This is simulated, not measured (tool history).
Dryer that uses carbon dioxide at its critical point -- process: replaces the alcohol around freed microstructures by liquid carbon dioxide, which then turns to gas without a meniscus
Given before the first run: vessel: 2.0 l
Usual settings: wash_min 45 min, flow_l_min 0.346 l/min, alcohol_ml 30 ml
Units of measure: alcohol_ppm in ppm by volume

run	hour	wash_min	flow_l_min	alcohol_ml	alcohol_ppm
1	0	45	0.346	30	73
2	6.2	45	0.346	30	70
3	17.7	45	0.346	30	67
4	23.9	45	0.346	30	81
5	29.9	45	0.346	30	86
6	36.9	44	0.346	30	78
7	45	44	0.517	81	67
8	55.7	43	0.225	29	231
9	67.2	43	0.225	29	228
10	75.6	43	0.225	29	224
11	83.1	50	0.251	83	195

4 options for the next run, each taken on its own from the tool as it stands now. Forecast them:
A	93.6	54	0.319	32	?
B	93.6	33	0.434	45	?
C	93.6	48	0.327	51	?
D	93.6	61	0.52	110	?

run	alcohol_ppm
A	76
B	98
C	88
D	84
Without the tool's hidden state the same runs would have given:
run	alcohol_ppm
A	5
B	18
C	13
D	14
